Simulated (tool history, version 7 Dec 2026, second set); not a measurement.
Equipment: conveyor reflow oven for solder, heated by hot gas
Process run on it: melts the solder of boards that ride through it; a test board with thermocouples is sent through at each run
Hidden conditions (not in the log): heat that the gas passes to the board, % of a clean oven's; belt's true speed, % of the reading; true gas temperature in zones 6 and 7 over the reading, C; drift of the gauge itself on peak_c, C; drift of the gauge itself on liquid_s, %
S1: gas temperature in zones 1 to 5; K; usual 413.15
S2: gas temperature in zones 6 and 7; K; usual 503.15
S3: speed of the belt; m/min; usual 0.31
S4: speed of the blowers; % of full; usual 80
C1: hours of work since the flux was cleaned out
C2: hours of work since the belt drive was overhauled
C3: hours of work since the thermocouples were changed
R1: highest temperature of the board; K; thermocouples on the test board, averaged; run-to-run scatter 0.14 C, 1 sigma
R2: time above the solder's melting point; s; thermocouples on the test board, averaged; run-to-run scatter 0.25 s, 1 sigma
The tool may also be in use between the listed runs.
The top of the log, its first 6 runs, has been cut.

run 7 hour=224.6 | S1=413.15 S2=512.15 S3=0.31 S4=80 | C1=160 C2=298 C3=441 | R1=498.95 R2=97.4
run 8 hour=263.3 | S1=413.15 S2=512.15 S3=0.31 S4=80 | C1=188 C2=325 C3=469 | R1=499.05 R2=97.6
run 9 hour=311.6 | S1=413.15 S2=512.15 S3=0.31 S4=80 | C1=222 C2=360 C3=503 | R1=499.05 R2=97.4
run 10 hour=341.5 | S1=413.15 S2=503.15 S3=0.31 S4=80 | C1=244 C2=381 C3=525 | R1=490.95 R2=89.9
run 11 hour=370.2 | S1=413.15 S2=503.15 S3=0.367 S4=80 | C1=264 C2=402 C3=545 | R1=486.25 R2=69.7
run 12 hour=393.7 | S1=413.15 S2=503.15 S3=0.367 S4=80 | C1=281 C2=419 C3=562 | R1=486.05 R2=69.3
-- hour=441.4 flux residue cleaned out of gas plates and filters
run 13 hour=443 | S1=413.15 S2=503.15 S3=0.367 S4=80 | C1=1 C2=450 C3=594 | R1=486.05 R2=69.3
run 14 hour=486.2 | S1=413.15 S2=503.15 S3=0.367 S4=80 | C1=32 C2=481 C3=624 | R1=486.25 R2=69.6
run 15 hour=514.8 | S1=413.15 S2=503.15 S3=0.367 S4=80 | C1=52 C2=501 C3=645 | R1=486.45 R2=69.6
run 16 hour=535 | S1=422.15 S2=505.15 S3=0.322 S4=80 | C1=67 C2=516 C3=659 | R1=493.05 R2=93.7
run 17 hour=566.3 | S1=421.15 S2=513.15 S3=0.346 S4=90 | C1=89 C2=538 C3=682 | R1=499.75 R2=91.5
-- hour=593.4 thermocouples of zones 6 and 7 changed
run 18 hour=605.6 | S1=421.15 S2=509.15 S3=0.316 S4=52 | C1=116 C2=565 C3=9 | R1=489.85 R2=89.2
run 19 hour=641 | S1=407.15 S2=513.15 S3=0.31 S4=80 | C1=141 C2=590 C3=34 | R1=498.85 R2=93.9
run 20 hour=689.2 | S1=407.15 S2=497.15 S3=0.31 S4=80 | C1=176 C2=625 C3=68 | R1=484.95 R2=79.7
run 21 hour=725.3 | S1=407.15 S2=497.15 S3=0.31 S4=80 | C1=201 C2=650 C3=94 | R1=484.75 R2=79.4
run 22 hour=760.9 | S1=407.15 S2=506.15 S3=0.31 S4=81 | C1=227 C2=676 C3=120 | R1=492.85 R2=88.6
run 23 hour=789.1 | S1=407.15 S2=506.15 S3=0.31 S4=81 | C1=247 C2=696 C3=140 | R1=492.95 R2=88.7
run 24 hour=823.6 | S1=407.15 S2=506.15 S3=0.31 S4=81 | C1=271 C2=720 C3=164 | R1=492.95 R2=89.1
run 25 hour=847.7 | S1=420.15 S2=505.15 S3=0.31 S4=80 | C1=289 C2=738 C3=182 | R1=493.65 R2=96

Predict the results of run 26:
-- hour=882.8 flux residue cleaned out of gas plates and filters
run 26 hour=884.4 | S1=413.15 S2=503.15 S3=0.365 S4=78 | C1=1 C2=760 C3=204 | R1=? R2=?

R1: 486.05 K
R2: 69.5 s
Without the tool's hidden state the same run would have given R1 486.05 K, R2 69.5 s.
